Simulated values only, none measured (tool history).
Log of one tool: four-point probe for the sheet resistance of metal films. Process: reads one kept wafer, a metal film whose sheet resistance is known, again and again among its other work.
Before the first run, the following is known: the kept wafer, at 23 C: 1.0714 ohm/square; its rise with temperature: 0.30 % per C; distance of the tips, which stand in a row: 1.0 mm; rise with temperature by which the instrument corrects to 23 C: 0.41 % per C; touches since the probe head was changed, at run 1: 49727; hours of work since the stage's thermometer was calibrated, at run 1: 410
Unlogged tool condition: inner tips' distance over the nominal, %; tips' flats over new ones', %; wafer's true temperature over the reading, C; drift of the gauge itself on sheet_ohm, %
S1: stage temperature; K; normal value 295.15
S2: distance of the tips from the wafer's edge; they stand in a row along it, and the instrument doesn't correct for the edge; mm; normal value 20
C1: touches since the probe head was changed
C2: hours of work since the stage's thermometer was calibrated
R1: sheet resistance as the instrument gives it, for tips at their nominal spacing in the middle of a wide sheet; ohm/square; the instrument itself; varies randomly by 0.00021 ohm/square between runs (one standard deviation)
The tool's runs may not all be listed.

run	hour	S1	S2	C1	C2	R1
1	0	295.15	20	49727	410	1.059055
2	8.3	295.15	20	50192	416	1.059223
3	26.8	295.15	48	51224	430	1.057853
4	40.8	295.15	48	52006	441	1.057342
5	59.4	295.15	48	53046	455	1.057513
6	68.9	295.15	48	53577	462	1.057351
7	77.7	295.15	48	54069	468	1.056835
8	92.5	295.15	20	54894	480	1.058246
9	109.2	295.15	20	55827	492	1.05809
10	118.4	295.15	20	56343	499	1.057896
11	130.2	295.15	20	57001	508	1.057878
12	148.1	295.15	20	58000	521	1.057404
13	158.7	295.15	20	58595	529	1.057297
14	172.3	295.15	20	59355	540	1.057309
15	191.2	295.15	20	60410	554	1.057041
16	203.2	295.15	20	61078	563	1.057469
17	212.5	295.15	20	61603	570	1.057122
18	230.5	295.15	20	62609	583	1.056731
19	244.7	295.15	20	63398	594	1.056563
# hour 246.6: stage's thermometer calibrated
20	257.9	295.15	20	64111	9	1.056417
21	274.6	295.15	20	65044	21	1.055614
22	294.1	295.15	20	66129	36	1.055451
23	309.8	294.15	4	67006	48	1.090209
24	323.4	298.15	6	67768	58	1.066074
# hour 332.6: stage's thermometer calibrated, once more
25	335.9	298.15	6	68438	3	1.066301
26	352.7	305.15	40	69377	15	1.04276
27	362	295.15	30	69898	22	1.054646
28	369.9	295.15	30	70341	28	1.05489
29	386.7	299.15	20	71275	41	1.050682
30	396.8	296.15	4	71840	48	1.086878
31	415.6	296.15	4	72891	63	1.087032
32	432.4	297.15	13	73833	75	1.054208
33	440.8	304.15	20	74298	81	1.044033
34	456	293.15	46	75152	93	1.05602
35	470.4	293.15	46	75952	104	1.055881
36	487.9	300.15	17	76931	117	1.049021
37	501.6	300.15	17	77700	127	1.048638
38	514	297.15	30	78391	137	1.050531
39	524.9	295.15	29	78999	145	1.053454
40	538.4	303.15	5	79752	155	1.064951
41	552.7	303.15	5	80550	166	1.06477
# hour 559.2: new probe head fitted
42	568.7	303.15	20	530	177	1.06416

Each row is a separate what-if for the run after 42, all from the same tool condition, not one after another. Results?
A	581.8	304.15	20	1259	187	?
B	581.8	298.15	10	1259	187	?
C	581.8	304.15	9	1259	187	?
D	581.8	303.15	4	1259	187	?

run	R1
A	1.062973
B	1.074379
C	1.068892
D	1.097135
Without the tool's hidden state the same runs would have given:
run	R1
A	1.063401
B	1.074816
C	1.069323
D	1.097577
